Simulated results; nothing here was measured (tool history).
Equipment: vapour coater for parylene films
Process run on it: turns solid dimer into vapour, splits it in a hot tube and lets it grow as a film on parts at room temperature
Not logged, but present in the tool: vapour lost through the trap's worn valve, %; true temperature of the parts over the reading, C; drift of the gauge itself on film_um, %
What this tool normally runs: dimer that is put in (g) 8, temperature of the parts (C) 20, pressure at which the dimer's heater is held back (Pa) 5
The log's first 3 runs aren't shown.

run	hour	dimer that is put in (g)	temperature of the parts (C)	pressure at which the dimer's heater is held back (Pa)	hours of work since the trap's valve was overhauled	hours of work since the table's thermometer was calibrated	thickness of the film (um)
4	110.3	8	20	5	50	448	4.48
5	155.5	12	20	5	78	477	6.72
6	198.9	12	20	5	105	504	6.68
7	222.1	8	14	5	120	518	5.62
8	251.2	8	14	5	138	536	5.65
9	276.1	8	14	5	153	552	5.67
10	297.9	8	14	5	167	565	5.63
11	324.7	8	20	5	184	582	4.51
12	365.1	8	20	5	209	607	4.49
13	401.4	8	20	5	232	630	4.48
14	422.5	8	20	5	245	643	4.52
15	461.4	8	20	5	269	667	4.5
16	495.7	8	19	5	290	689	4.69
17	531.3	8	20	5	313	711	4.51
18	570.7	8	20	5	337	736	4.51
19	601.6	8	20	5	357	755	4.51
20	637.1	9	20	5	379	777	5.09
21	678.6	9	20	5	405	803	5.08
22	727.1	8	20	8.31	435	833	4.38
23	749.8	6	22	7.58	449	847	3.06
24	787.1	8	15	2.26	472	871	5.84
25	826	4	29	5	497	895	1.61
26	847	4	29	10.75	510	908	1.53
27	881.2	4	29	10.75	531	929	1.53
28	925.4	8	32	2.07	559	957	3.06

What will run 29 give?
29	965.4	4	22	3.79	584	982	?

thickness of the film (um): 2.15
With no hidden state in the tool, this same run would have given thickness of the film (um) 2.11.
